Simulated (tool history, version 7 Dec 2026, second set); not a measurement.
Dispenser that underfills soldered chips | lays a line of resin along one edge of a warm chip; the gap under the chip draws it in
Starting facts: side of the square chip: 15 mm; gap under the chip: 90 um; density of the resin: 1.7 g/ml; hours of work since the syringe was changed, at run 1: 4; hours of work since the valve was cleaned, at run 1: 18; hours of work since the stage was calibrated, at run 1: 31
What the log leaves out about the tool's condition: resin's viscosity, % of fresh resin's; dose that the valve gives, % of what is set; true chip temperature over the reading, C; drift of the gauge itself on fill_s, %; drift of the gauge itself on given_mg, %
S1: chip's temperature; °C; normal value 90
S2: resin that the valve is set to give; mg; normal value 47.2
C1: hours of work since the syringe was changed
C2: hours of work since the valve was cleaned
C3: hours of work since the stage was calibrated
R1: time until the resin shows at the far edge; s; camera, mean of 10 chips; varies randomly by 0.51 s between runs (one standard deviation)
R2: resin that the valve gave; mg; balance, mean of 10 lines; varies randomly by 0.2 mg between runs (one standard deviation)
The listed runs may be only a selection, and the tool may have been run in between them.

run 1 day=0 | S1=90 S2=47.2 | C1=4 C2=18 C3=31 | R1=51.7 R2=46.37
run 2 day=0.104 | S1=79 S2=47.2 | C1=6 C2=20 C3=33 | R1=81.9 R2=46.78
-- day=0.208 new syringe of resin
run 3 day=0.292 | S1=83 S2=47.2 | C1=1 C2=23 C3=36 | R1=57.3 R2=46.58
run 4 day=0.375 | S1=90 S2=47.2 | C1=3 C2=24 C3=38 | R1=48.8 R2=46.89
run 5 day=0.471 | S1=90 S2=47.2 | C1=5 C2=26 C3=39 | R1=53.4 R2=46.07
run 6 day=0.567 | S1=90 S2=47.2 | C1=6 C2=27 C3=41 | R1=59.5 R2=46.72
-- day=0.638 new syringe of resin
run 7 day=0.742 | S1=90 S2=47.2 | C1=2 C2=30 C3=44 | R1=46 R2=46.56
run 8 day=0.833 | S1=77 S2=48.1 | C1=3 C2=32 C3=45 | R1=79.6 R2=47.04
run 9 day=0.983 | S1=80 S2=57.7 | C1=6 C2=34 C3=48 | R1=81.3 R2=56.93
-- day=1.058 new syringe of resin
run 10 day=1.104 | S1=80 S2=57.7 | C1=1 C2=36 C3=50 | R1=59.2 R2=56.44
run 11 day=1.304 | S1=80 S2=57.7 | C1=4 C2=40 C3=53 | R1=71.8 R2=56.12
run 12 day=1.396 | S1=80 S2=57.7 | C1=6 C2=41 C3=55 | R1=79.7 R2=56.27
-- day=1.483 new syringe of resin
run 13 day=1.508 | S1=80 S2=57.7 | C1=0 C2=43 C3=57 | R1=55.5 R2=56.98

Some steps in R1 between neighbouring runs. How much of each would the tool show without its hidden state too (settings, what came in, random variation), and how much is left for the hidden state, with any gauge scatter that isn't in both results?
Run 7 -> 8: S1 90 -> 77, S2 47.2 -> 48.1. R1 +33.6 s: hidden state +9.9, all else +23.7.
Run 12 -> 13: new syringe of resin. R1 -24.2 s: hidden state -22.8, all else -1.4.
